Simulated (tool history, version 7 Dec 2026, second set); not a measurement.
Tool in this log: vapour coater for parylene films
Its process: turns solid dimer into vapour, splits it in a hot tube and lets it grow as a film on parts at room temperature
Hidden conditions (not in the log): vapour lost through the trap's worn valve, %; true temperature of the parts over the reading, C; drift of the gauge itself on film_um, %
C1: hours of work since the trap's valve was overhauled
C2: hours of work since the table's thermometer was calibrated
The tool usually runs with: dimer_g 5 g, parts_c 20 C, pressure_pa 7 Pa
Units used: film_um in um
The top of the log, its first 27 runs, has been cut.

{"run": 28, "day": 18.104, "dimer_g": 2, "parts_c": 21, "pressure_pa": 10.39, "C1": 475, "C2": 924, "film_um": 1.18}
{"run": 29, "day": 18.908, "dimer_g": 7, "parts_c": 20, "pressure_pa": 7, "C1": 489, "C2": 938, "film_um": 4.37}
{"run": 30, "day": 19.412, "dimer_g": 6, "parts_c": 24, "pressure_pa": 11.81, "C1": 497, "C2": 947, "film_um": 2.93}
{"run": 31, "day": 20.088, "dimer_g": 8, "parts_c": 12, "pressure_pa": 7, "C1": 509, "C2": 958, "film_um": 7.52}
{"run": 32, "day": 20.608, "dimer_g": 5, "parts_c": 23, "pressure_pa": 3.72, "C1": 518, "C2": 967, "film_um": 2.94}
{"run": 33, "day": 21.192, "dimer_g": 5, "parts_c": 23, "pressure_pa": 3.72, "C1": 528, "C2": 977, "film_um": 2.94}
{"run": 34, "day": 21.921, "dimer_g": 2, "parts_c": 23, "pressure_pa": 7.77, "C1": 541, "C2": 990, "film_um": 1.09}
{"run": 35, "day": 22.412, "dimer_g": 9, "parts_c": 23, "pressure_pa": 3.1, "C1": 549, "C2": 998, "film_um": 5.31}
{"day": 23.238, "done": "trap's valve overhauled"}
{"run": 36, "day": 23.425, "dimer_g": 4, "parts_c": 23, "pressure_pa": 10.39, "C1": 3, "C2": 1013, "film_um": 2.37}
{"run": 37, "day": 24.108, "dimer_g": 3, "parts_c": 23, "pressure_pa": 9.71, "C1": 15, "C2": 1025, "film_um": 1.78}
{"run": 38, "day": 25.008, "dimer_g": 5, "parts_c": 12, "pressure_pa": 7, "C1": 31, "C2": 1040, "film_um": 5.27}
{"run": 39, "day": 25.904, "dimer_g": 5, "parts_c": 12, "pressure_pa": 7, "C1": 46, "C2": 1056, "film_um": 5.16}
{"run": 40, "day": 26.529, "dimer_g": 3, "parts_c": 12, "pressure_pa": 2.36, "C1": 57, "C2": 1066, "film_um": 3.27}
{"run": 41, "day": 27.425, "dimer_g": 5, "parts_c": 18, "pressure_pa": 8.82, "C1": 72, "C2": 1082, "film_um": 3.79}
{"run": 42, "day": 28.317, "dimer_g": 5, "parts_c": 17, "pressure_pa": 4.99, "C1": 88, "C2": 1097, "film_um": 4.21}
{"run": 43, "day": 29.142, "dimer_g": 5, "parts_c": 32, "pressure_pa": 10.87, "C1": 102, "C2": 1112, "film_um": 1.88}
{"run": 44, "day": 29.929, "dimer_g": 3, "parts_c": 22, "pressure_pa": 3.37, "C1": 115, "C2": 1125, "film_um": 2.04}
{"run": 45, "day": 30.783, "dimer_g": 5, "parts_c": 20, "pressure_pa": 9.67, "C1": 130, "C2": 1140, "film_um": 3.3}
{"run": 46, "day": 31.179, "dimer_g": 5, "parts_c": 20, "pressure_pa": 9.67, "C1": 137, "C2": 1147, "film_um": 3.35}
{"run": 47, "day": 31.879, "dimer_g": 3, "parts_c": 22, "pressure_pa": 2.01, "C1": 149, "C2": 1159, "film_um": 2.17}
{"run": 48, "day": 32.758, "dimer_g": 3, "parts_c": 22, "pressure_pa": 2.01, "C1": 164, "C2": 1174, "film_um": 2.18}

Predict each of these 3 candidate next runs independently; none follows another, all start after run 48:
{"run": "A", "day": 33.538, "dimer_g": 4, "parts_c": 22, "pressure_pa": 3.15, "C1": 178, "C2": 1187, "film_um": "?"}
{"run": "B", "day": 33.538, "dimer_g": 3, "parts_c": 22, "pressure_pa": 5.92, "C1": 178, "C2": 1187, "film_um": "?"}
{"run": "C", "day": 33.538, "dimer_g": 3, "parts_c": 12, "pressure_pa": 7, "C1": 178, "C2": 1187, "film_um": "?"}

run=A film_um=2.74
run=B film_um=1.87
run=C film_um=2.96
Take away the tool's hidden state, keep each run's random variation, and the runs would have read:
run=A film_um=2.93
run=B film_um=2.01
run=C film_um=3.17
